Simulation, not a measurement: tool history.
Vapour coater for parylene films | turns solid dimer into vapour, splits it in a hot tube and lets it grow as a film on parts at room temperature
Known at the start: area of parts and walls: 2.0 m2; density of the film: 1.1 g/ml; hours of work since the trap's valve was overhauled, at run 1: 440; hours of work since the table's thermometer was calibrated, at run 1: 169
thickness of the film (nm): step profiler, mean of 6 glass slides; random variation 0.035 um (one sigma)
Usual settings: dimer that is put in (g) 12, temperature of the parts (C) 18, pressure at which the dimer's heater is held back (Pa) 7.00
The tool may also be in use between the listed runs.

run	hour	dimer that is put in (g)	temperature of the parts (C)	pressure at which the dimer's heater is held back (Pa)	hours of work since the trap's valve was overhauled	hours of work since the table's thermometer was calibrated	thickness of the film (nm)
1	0.0	12	18	7.00	440	169	3440
2	44.7	12	18	7.00	465	194	3420
# hour 73.4: trap's valve overhauled
3	90.0	12	18	6.87	9	216	3670
4	120.8	12	18	6.87	26	233	3610
5	151.1	12	18	6.87	43	250	3620
6	219.3	12	18	6.87	81	288	3570
7	282.6	12	18	6.87	115	323	3570
8	310.5	12	18	7.00	131	338	3480
9	352.8	12	18	7.00	154	361	3510
10	384.1	12	18	7.00	171	379	3510
11	436.0	12	12	7.00	200	407	4580
12	488.7	12	12	7.00	229	436	4590
13	522.6	12	12	7.00	248	455	4480
14	590.3	12	12	7.00	285	492	4490
15	627.2	12	12	7.00	306	513	4450
16	675.3	12	18	5.75	332	539	3520
17	717.5	12	23	5.75	355	563	2810
18	755.2	12	15	7.00	376	583	3880
19	810.9	12	15	7.00	407	614	3870
20	874.5	12	24	7.00	442	649	2540
21	919.5	12	24	7.00	467	674	2570
# hour 942.3: trap's valve overhauled
22	975.9	12	24	7.00	19	703	2740
23	1038.3	12	24	7.00	53	737	2720
24	1077.6	12	24	7.00	75	759	2660
25	1144.4	12	24	7.00	112	796	2650
26	1195.4	18	24	10.07	140	824	3830
27	1231.2	18	24	10.07	159	844	3830
28	1258.9	18	24	10.07	175	859	3840
# hour 1263.5: table's thermometer calibrated
29	1325.4	15	18	5.42	211	34	4610
30	1360.4	12	18	5.03	230	53	3630
31	1403.8	12	18	5.03	254	77	3690
32	1451.8	7	25	3.26	281	104	1580
33	1518.4	7	25	3.26	317	141	1580
34	1575.4	9	18	3.54	349	172	2790
35	1617.7	12	13	7.77	372	195	4190
36	1646.9	20	18	2.17	388	212	6410
37	1708.0	11	18	2.17	422	245	3510
38	1762.8	11	18	2.17	452	275	3500
# hour 1813.8: trap's valve overhauled
39	1831.5	5	18	7.00	10	311	1520
40	1885.9	5	18	7.00	40	341	1490
41	1948.2	21	28	7.20	74	376	3960
42	1980.5	21	28	7.20	92	393	3970
43	2008.9	12	10	7.20	108	409	5110
44	2071.6	15	18	3.27	142	444	4740
45	2101.8	10	18	2.25	159	460	3290
46	2155.7	10	18	2.25	189	490	3310
47	2204.6	16	18	2.95	216	517	5050

4 ways to go on from here, each from the tool as it stands after run 47. What would each give?
A	2268.2	6	18	6.50	251	552	?
B	2268.2	21	18	2.95	251	552	?
C	2268.2	16	29	5.60	251	552	?
D	2268.2	13	18	2.95	251	552	?

run	thickness of the film (nm)
A	1780
B	6490
C	2890
D	4060
Without the tool's hidden state the same runs would have given:
run	thickness of the film (nm)
A	1860
B	6800
C	3030
D	4260

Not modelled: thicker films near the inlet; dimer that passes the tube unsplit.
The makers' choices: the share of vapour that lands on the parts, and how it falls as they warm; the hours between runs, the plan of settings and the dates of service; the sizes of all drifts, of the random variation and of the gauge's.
